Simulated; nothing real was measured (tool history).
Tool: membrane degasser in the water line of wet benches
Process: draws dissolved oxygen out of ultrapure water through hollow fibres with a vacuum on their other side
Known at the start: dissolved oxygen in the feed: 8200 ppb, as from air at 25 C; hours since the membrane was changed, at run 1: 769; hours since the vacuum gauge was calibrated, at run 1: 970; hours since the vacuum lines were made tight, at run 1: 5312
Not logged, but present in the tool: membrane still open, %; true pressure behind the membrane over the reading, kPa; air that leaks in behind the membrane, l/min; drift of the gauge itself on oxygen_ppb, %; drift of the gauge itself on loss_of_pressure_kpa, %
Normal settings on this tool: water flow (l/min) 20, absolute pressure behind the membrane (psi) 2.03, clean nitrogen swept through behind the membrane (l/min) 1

run    hour  water flow (l/min)  absolute pressure behind the membrane (psi)  clean nitrogen swept through behind the membrane (l/min)  hours since the membrane was changed  hours since the vacuum gauge was calibrated  hours since the vacuum lines were made tight  dissolved oxygen in the water behind the degasser (ppb)  pressure that the water loses in the fibres (psi)
  1       0                  20                                         2.03                                                         1                                   769                                          970                                          5312                                                    515.3                                               6.81
  2    70.3                  20                                         2.03                                                      0.51                                   839                                         1040                                          5382                                                    846.2                                              6.788
  3   103.5                  20                                         2.03                                                         1                                   872                                         1073                                          5416                                                    516.7                                              6.782
  4   141.8                  20                                         2.03                                                         1                                   910                                         1112                                          5454                                                    513.9                                              6.833
  5   207.5                  20                                         2.03                                                         1                                   976                                         1177                                          5520                                                    516.1                                              6.792
  6     275                  20                                         2.03                                                         1                                  1044                                         1245                                          5587                                                    505.1                                               6.81
  7   337.9                  20                                         2.03                                                         1                                  1107                                         1308                                          5650                                                    506.8                                              6.824
  8   399.9                  20                                         1.75                                                         1                                  1169                                         1370                                          5712                                                    440.9                                              6.805
  9   446.6                  20                                         1.75                                                         1                                  1215                                         1416                                          5759                                                    438.7                                               6.81
 10   506.2                  20                                         1.75                                                         1                                  1275                                         1476                                          5818                                                      440                                              6.795
 11   554.6                  20                                         2.03                                                         1                                  1323                                         1524                                          5867                                                    511.4                                              6.765
 12   617.1                  20                                         1.36                                                         1                                  1386                                         1587                                          5929                                                    331.6                                              6.812
 13   664.5                  20                                         1.36                                                         1                                  1433                                         1634                                          5977                                                    324.4                                              6.886
 14   734.1                  20                                         1.36                                                         1                                  1503                                         1704                                          6046                                                    329.1                                              6.808
 15   805.9                  20                                         2.03                                                         1                                  1574                                         1776                                          6118                                                    509.8                                               6.83
 16   874.3                  20                                         2.03                                                         1                                  1643                                         1844                                          6186                                                    518.6                                              6.839
 17   930.6                  28                                         1.65                                                      0.49                                  1699                                         1900                                          6243                                                    901.1                                              9.583
 18     969                  28                                         1.65                                                      0.49                                  1738                                         1939                                          6281                                                    921.4                                              9.568
 19    1020                  21                                         2.03                                                      0.97                                  1789                                         1990                                          6332                                                    555.7                                              7.147
 20  1091.9                  21                                         2.03                                                      0.97                                  1861                                         2062                                          6404                                                    560.5                                              7.176
 21  1123.2                  21                                         2.03                                                      0.77                                  1892                                         2093                                          6435                                                    662.9                                              7.162
 22  1173.6                  15                                         2.06                                                      0.92                                  1942                                         2143                                          6486                                                    424.7                                              5.181
 23  1212.8                  30                                         2.03                                                         1                                  1981                                         2183                                          6525                                                    787.9                                             10.253
 24  1276.7                  18                                         5.08                                                      0.51                                  2045                                         2246                                          6589                                                   1896.6                                              6.213
 25  1307.2                  18                                         1.68                                                      1.32                                  2076                                         2277                                          6619                                                    301.8                                              6.183
 26  1368.3                  20                                         3.36                                                      0.42                                  2137                                         2338                                          6680                                                   1584.8                                              6.854
 27  1422.9                  20                                         3.36                                                      0.42                                  2192                                         2393                                          6735                                                   1598.4                                              6.839
 28  1487.7                  20                                         3.36                                                      0.42                                  2256                                         2457                                          6800                                                   1563.8                                              6.862
 29    1537                  19                                         3.36                                                      1.61                                  2306                                         2507                                          6849                                                    572.6                                              6.506
 30  1600.3                  13                                         4.73                                                      0.65                                  2369                                         2570                                          6912                                                   1175.8                                              4.438
 31  1672.6                  13                                         4.73                                                      0.65                                  2441                                         2642                                          6985                                                   1170.3                                              4.447

Alternative continuations, all from the tool just after run 31; predict every row:
  A  1718.8                  13                                         4.61                                                      0.67                                  2487                                         2689                                          7031                                                        ?                                                  ?
  B  1718.8                  29                                         1.75                                                      0.65                                  2487                                         2689                                          7031                                                        ?                                                  ?
  C  1718.8                  25                                         4.73                                                      0.65                                  2487                                         2689                                          7031                                                        ?                                                  ?

run  dissolved oxygen in the water behind the degasser (ppb)  pressure that the water loses in the fibres (psi)
  A                                                     1130                                              4.501
  B                                                    856.5                                              9.916
  C                                                   1933.3                                              8.591
With no hidden state in the tool, these same runs would have given:
run  dissolved oxygen in the water behind the degasser (ppb)  pressure that the water loses in the fibres (psi)
  A                                                   1112.7                                              4.443
  B                                                    844.7                                              9.787
  C                                                   1920.4                                              8.479
